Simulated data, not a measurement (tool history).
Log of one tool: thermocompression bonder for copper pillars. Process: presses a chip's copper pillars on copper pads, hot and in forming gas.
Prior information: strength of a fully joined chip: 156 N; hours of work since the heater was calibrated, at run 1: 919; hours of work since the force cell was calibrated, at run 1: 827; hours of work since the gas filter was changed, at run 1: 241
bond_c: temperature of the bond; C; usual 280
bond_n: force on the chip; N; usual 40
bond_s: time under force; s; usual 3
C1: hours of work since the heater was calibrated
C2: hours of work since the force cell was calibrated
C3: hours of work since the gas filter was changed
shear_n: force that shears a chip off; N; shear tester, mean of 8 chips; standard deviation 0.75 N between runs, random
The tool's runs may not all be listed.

run 1 hour=0 | bond_c=280 bond_n=40 bond_s=3 | C1=919 C2=827 C3=241 | shear_n=44.9
run 2 hour=32.2 | bond_c=280 bond_n=40 bond_s=4 | C1=934 C2=841 C3=256 | shear_n=50.8
run 3 hour=89.8 | bond_c=280 bond_n=40 bond_s=3 | C1=960 C2=867 C3=282 | shear_n=45.6
run 4 hour=163.5 | bond_c=280 bond_n=40 bond_s=3 | C1=993 C2=901 C3=315 | shear_n=43.8
run 5 hour=222.8 | bond_c=280 bond_n=40 bond_s=3 | C1=1020 C2=928 C3=342 | shear_n=43.4
run 6 hour=255.9 | bond_c=280 bond_n=40 bond_s=3 | C1=1035 C2=943 C3=357 | shear_n=44.2
run 7 hour=303.6 | bond_c=280 bond_n=40 bond_s=3 | C1=1056 C2=964 C3=378 | shear_n=43.1
-- hour=311.3 forming gas filter changed
run 8 hour=350.9 | bond_c=280 bond_n=40 bond_s=3 | C1=1077 C2=985 C3=18 | shear_n=49.7
run 9 hour=408 | bond_c=280 bond_n=40 bond_s=3 | C1=1103 C2=1011 C3=44 | shear_n=47.5
-- hour=414.2 heater calibrated with a thermocouple chip
run 10 hour=448.3 | bond_c=299 bond_n=40 bond_s=3 | C1=15 C2=1028 C3=61 | shear_n=62.6
run 11 hour=510.2 | bond_c=280 bond_n=39 bond_s=3 | C1=43 C2=1056 C3=89 | shear_n=42.3
run 12 hour=574.5 | bond_c=280 bond_n=39 bond_s=3 | C1=72 C2=1085 C3=118 | shear_n=43.2
run 13 hour=637 | bond_c=280 bond_n=39 bond_s=3 | C1=101 C2=1114 C3=146 | shear_n=41.6
-- hour=713.7 heater calibrated with a thermocouple chip, once more
run 14 hour=713.7 | bond_c=251 bond_n=40 bond_s=3 | C1=0 C2=1148 C3=180 | shear_n=28.6
run 15 hour=761.8 | bond_c=280 bond_n=30 bond_s=3 | C1=22 C2=1169 C3=202 | shear_n=36.4
run 16 hour=807.4 | bond_c=281 bond_n=25 bond_s=3 | C1=42 C2=1190 C3=222 | shear_n=29.7
run 17 hour=840.5 | bond_c=267 bond_n=39 bond_s=6 | C1=57 C2=1205 C3=237 | shear_n=50.1
run 18 hour=902.7 | bond_c=301 bond_n=59 bond_s=5 | C1=85 C2=1233 C3=266 | shear_n=104.2
run 19 hour=976.2 | bond_c=302 bond_n=40 bond_s=3 | C1=119 C2=1266 C3=299 | shear_n=67.3
run 20 hour=1038.3 | bond_c=280 bond_n=50 bond_s=3 | C1=147 C2=1294 C3=327 | shear_n=57.6
run 21 hour=1071.8 | bond_c=280 bond_n=40 bond_s=8 | C1=162 C2=1309 C3=342 | shear_n=68.4
run 22 hour=1116.5 | bond_c=280 bond_n=40 bond_s=8 | C1=182 C2=1330 C3=362 | shear_n=68.6
-- hour=1145.7 force cell calibrated
-- hour=1162 forming gas filter changed
run 23 hour=1179.1 | bond_c=280 bond_n=40 bond_s=8 | C1=209 C2=15 C3=8 | shear_n=77.5
run 24 hour=1233.7 | bond_c=280 bond_n=54 bond_s=5 | C1=234 C2=40 C3=32 | shear_n=83.9
run 25 hour=1264.5 | bond_c=280 bond_n=54 bond_s=5 | C1=248 C2=53 C3=46 | shear_n=83.7
run 26 hour=1299.1 | bond_c=259 bond_n=27 bond_s=3 | C1=264 C2=69 C3=62 | shear_n=22.9

Predict each of these 4 candidate next runs independently; none follows another, all start after run 26:
run A hour=1358.8 | bond_c=281 bond_n=31 bond_s=4 | C1=291 C2=96 C3=89 | shear_n=?
run B hour=1358.8 | bond_c=272 bond_n=40 bond_s=2 | C1=291 C2=96 C3=89 | shear_n=?
run C hour=1358.8 | bond_c=278 bond_n=40 bond_s=3 | C1=291 C2=96 C3=89 | shear_n=?
run D hour=1358.8 | bond_c=280 bond_n=40 bond_s=2 | C1=291 C2=96 C3=89 | shear_n=?

run=A shear_n=45.7
run=B shear_n=39.2
run=C shear_n=51
run=D shear_n=44.4
With no hidden state in the tool, these same runs would have given:
run=A shear_n=49.2
run=B shear_n=42.4
run=C shear_n=54.9
run=D shear_n=47.9

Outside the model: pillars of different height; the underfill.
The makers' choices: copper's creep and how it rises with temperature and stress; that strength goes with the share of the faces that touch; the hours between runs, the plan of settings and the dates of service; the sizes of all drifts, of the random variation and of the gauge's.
